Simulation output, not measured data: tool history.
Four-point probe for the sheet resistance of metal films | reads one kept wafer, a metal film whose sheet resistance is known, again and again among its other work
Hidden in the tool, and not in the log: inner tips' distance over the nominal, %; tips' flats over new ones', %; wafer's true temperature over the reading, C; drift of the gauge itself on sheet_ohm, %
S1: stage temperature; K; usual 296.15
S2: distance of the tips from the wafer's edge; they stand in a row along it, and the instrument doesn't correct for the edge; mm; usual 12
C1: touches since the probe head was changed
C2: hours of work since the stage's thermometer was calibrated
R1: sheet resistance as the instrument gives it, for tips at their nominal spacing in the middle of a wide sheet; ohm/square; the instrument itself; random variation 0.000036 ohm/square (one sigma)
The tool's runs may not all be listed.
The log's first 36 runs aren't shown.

run     day      S1  S2     C1   C2        R1
 37  59.421  306.15  12  68255  425  0.222569
 38  60.888  306.15  12  69103  444  0.222667
 39  62.567  300.15  72  70071  466  0.222621
 40  64.638  294.15   6  71268  493  0.223638
 41  65.742  294.15  32  71905  508  0.222857
 42  67.733  291.15  38  73054  534  0.222900
 43  69.683  291.15  38  74181  560  0.222959
 44  71.304  301.15   6  75115  581  0.223445
 45  73.221  293.15   7  76221  607  0.223443
 46  74.800  293.15   7  77133  628  0.223474

Forecast each of these 3 alternatives for the next run:
  A  76.825  294.15  47  78303  654   ?
  B  76.825  292.15  23  78303  654   ?
  C  76.825  306.15   4  78303  654   ?

run        R1
  A  0.222864
  B  0.222961
  C  0.224279
Without the tool's hidden state the same runs would have given:
run        R1
  A  0.222021
  B  0.222119
  C  0.223425
